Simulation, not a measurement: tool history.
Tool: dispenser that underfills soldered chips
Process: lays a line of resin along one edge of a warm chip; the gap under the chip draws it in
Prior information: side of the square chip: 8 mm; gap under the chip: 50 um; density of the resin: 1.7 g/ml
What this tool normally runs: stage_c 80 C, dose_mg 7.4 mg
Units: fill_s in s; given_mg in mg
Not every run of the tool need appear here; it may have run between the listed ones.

run	day	stage_c	dose_mg	fill_s	given_mg
1	0	80	7.4	33.7	7.4
2	0.133	80	7.4	37.3	7.29
3	0.288	80	7.4	42.4	7.43
# day 0.358: new syringe of resin
4	0.475	80	7.4	37.6	7.43
# day 0.733: new syringe of resin
5	0.767	80	7.4	34.6	7.26
6	1.062	80	7.4	44.2	7.3
# day 1.092: new syringe of resin
7	1.317	89	7.4	27.4	7.21
# day 1.462: new syringe of resin
8	1.583	89	7.4	26.2	7.25
9	1.788	89	7.4	30.3	7.22
# day 1.825: new syringe of resin
10	2.092	89	7.4	28.8	7.19
# day 2.175: new syringe of resin
11	2.258	89	7.4	24.3	7.06
12	2.446	76	8.45	49.2	8.18
# day 2.538: new syringe of resin
13	2.625	68	6.52	68.6	6.31
14	2.783	88	7.96	29	7.63
# day 2.892: new syringe of resin
15	2.938	88	7.96	23.6	7.54
16	3.067	80	8.63	37.8	8.18
# day 3.246: new syringe of resin
17	3.292	74	7.39	47.6	7.05
18	3.442	74	7.39	54.7	6.95
19	3.583	74	7.39	60.8	6.86
# day 3.621: new syringe of resin
20	3.742	74	7.39	50	6.93
# day 3.971: new syringe of resin
21	4.025	71	8.77	53.3	8.32
22	4.162	90	7.56	26.3	7.02

Per-run results on a tool with no hidden state, each run keeping its own random variation:
The hidden state here: resin's viscosity, % of fresh resin's; dose that the valve gives, % of what is set; true chip temperature over the reading, C; drift of the gauge itself on fill_s, %; drift of the gauge itself on given_mg, %.
run	fill_s	given_mg
1	32.7	7.45
2	32.4	7.35
3	32.5	7.51
4	32.7	7.52
5	32.2	7.37
6	32.4	7.44
7	22.1	7.37
8	22.5	7.44
9	22.1	7.43
10	22.4	7.42
11	21.9	7.31
12	38.3	8.49
13	60.7	6.55
14	22.8	7.95
15	22.3	7.87
16	32.2	8.55
17	43	7.38
18	43.8	7.3
19	43.2	7.22
20	42.9	7.31
21	48.6	8.79
22	21.5	7.44

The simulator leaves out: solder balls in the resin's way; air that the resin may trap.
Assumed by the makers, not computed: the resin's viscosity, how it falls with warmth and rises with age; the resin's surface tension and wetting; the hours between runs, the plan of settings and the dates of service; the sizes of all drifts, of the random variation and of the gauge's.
